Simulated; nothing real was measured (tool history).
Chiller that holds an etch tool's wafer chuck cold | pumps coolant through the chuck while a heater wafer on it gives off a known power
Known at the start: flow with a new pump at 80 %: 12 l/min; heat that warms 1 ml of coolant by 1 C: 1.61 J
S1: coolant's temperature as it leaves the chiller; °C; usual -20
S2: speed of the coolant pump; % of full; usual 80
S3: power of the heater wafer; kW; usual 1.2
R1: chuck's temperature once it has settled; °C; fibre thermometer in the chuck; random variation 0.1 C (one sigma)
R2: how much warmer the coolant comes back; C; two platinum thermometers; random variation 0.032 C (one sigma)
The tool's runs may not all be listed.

{"run": 1, "day": 0.0, "S1": -20, "S2": 80, "S3": 1.2, "R1": -10.6, "R2": 3.85}
{"run": 2, "day": 4.162, "S1": -13, "S2": 80, "S3": 1.2, "R1": -3.5, "R2": 3.78}
{"run": 3, "day": 8.479, "S1": -13, "S2": 80, "S3": 1.2, "R1": -3.6, "R2": 3.79}
{"run": 4, "day": 11.712, "S1": -20, "S2": 80, "S3": 1.449, "R1": -8.7, "R2": 4.56}
{"run": 5, "day": 16.258, "S1": -20, "S2": 80, "S3": 1.2, "R1": -10.5, "R2": 3.86}
{"run": 6, "day": 20.967, "S1": -20, "S2": 80, "S3": 1.2, "R1": -10.5, "R2": 3.86}
{"run": 7, "day": 23.308, "S1": -20, "S2": 80, "S3": 1.2, "R1": -10.4, "R2": 3.85}
{"run": 8, "day": 26.992, "S1": -26, "S2": 80, "S3": 1.2, "R1": -16.4, "R2": 3.87}
{"run": 9, "day": 31.388, "S1": -20, "S2": 80, "S3": 1.2, "R1": -10.4, "R2": 3.83}
{"run": 10, "day": 35.988, "S1": -20, "S2": 80, "S3": 1.2, "R1": -10.6, "R2": 3.77}
{"run": 11, "day": 38.167, "S1": -20, "S2": 80, "S3": 1.2, "R1": -10.3, "R2": 3.88}
{"run": 12, "day": 42.583, "S1": -20, "S2": 72, "S3": 1.2, "R1": -9.8, "R2": 4.26}
{"run": 13, "day": 44.85, "S1": -28, "S2": 80, "S3": 1.2, "R1": -19.9, "R2": 3.87}
{"run": 14, "day": 48.638, "S1": -10, "S2": 80, "S3": 1.2, "R1": -2.1, "R2": 3.88}
{"run": 15, "day": 51.562, "S1": -10, "S2": 80, "S3": 1.2, "R1": -1.8, "R2": 3.83}
{"run": 16, "day": 54.35, "S1": -10, "S2": 80, "S3": 1.2, "R1": -1.9, "R2": 3.86}
{"run": 17, "day": 56.275, "S1": -16, "S2": 64, "S3": 1.356, "R1": -4.9, "R2": 5.61}
{"run": 18, "day": 60.729, "S1": -11, "S2": 90, "S3": 0.681, "R1": -6.8, "R2": 1.95}
{"run": 19, "day": 65.429, "S1": -21, "S2": 90, "S3": 0.681, "R1": -17, "R2": 1.93}
{"run": 20, "day": 68.512, "S1": -17, "S2": 62, "S3": 0.807, "R1": -10.4, "R2": 3.45}
{"run": 21, "day": 72.475, "S1": -18, "S2": 61, "S3": 1.2, "R1": -7.9, "R2": 5.31}
{"run": 22, "day": 75.308, "S1": -20, "S2": 86, "S3": 1.2, "R1": -12.3, "R2": 3.58}
{"run": 23, "day": 78.571, "S1": -20, "S2": 86, "S3": 1.2, "R1": -12.2, "R2": 3.62}
{"run": 24, "day": 82.246, "S1": -25, "S2": 80, "S3": 1.531, "R1": -14.5, "R2": 5.03}
{"run": 25, "day": 86.792, "S1": -27, "S2": 96, "S3": 1.138, "R1": -20.3, "R2": 3}
{"run": 26, "day": 88.875, "S1": -23, "S2": 80, "S3": 1.427, "R1": -13.2, "R2": 4.73}
{"run": 27, "day": 92.592, "S1": -15, "S2": 71, "S3": 1.194, "R1": -5.8, "R2": 4.44}
{"run": 28, "day": 96.771, "S1": -24, "S2": 95, "S3": 0.72, "R1": -19.8, "R2": 1.98}
{"run": 29, "day": 99.575, "S1": -20, "S2": 80, "S3": 0.776, "R1": -14.3, "R2": 2.57}
{"run": 30, "day": 101.754, "S1": -20, "S2": 80, "S3": 0.776, "R1": -14.5, "R2": 2.55}
{"run": 31, "day": 104.771, "S1": -17, "S2": 80, "S3": 1.2, "R1": -8.3, "R2": 3.95}

Taken out of this log: 2 entries between the listed runs. Where each belongs, and how the hidden state differs across it:
Between runs 12 and 13: coolant changed, channels flushed (day 43.388)
  heat passed by the chuck's channels, % of clean ones': 79.3 -> 99.8; flow at a given pump speed, % of a new pump's: 96.5 -> 96.4
  measured less the result without the state, R1: +1.6 -> -0.1 °C; R2: +0.16 -> +0.14 C
Between runs 28 and 29: chiller's thermometer calibrated (day 97.696)
  heat passed by the chuck's channels, % of clean ones': 95 -> 94.7; flow at a given pump speed, % of a new pump's: 94.2 -> 94.1; coolant's true temperature over the reading, C: -0.51 -> -0.04
  measured less the result without the state, R1: -0.2 -> +0.4 °C; R2: +0.12 -> +0.15 C
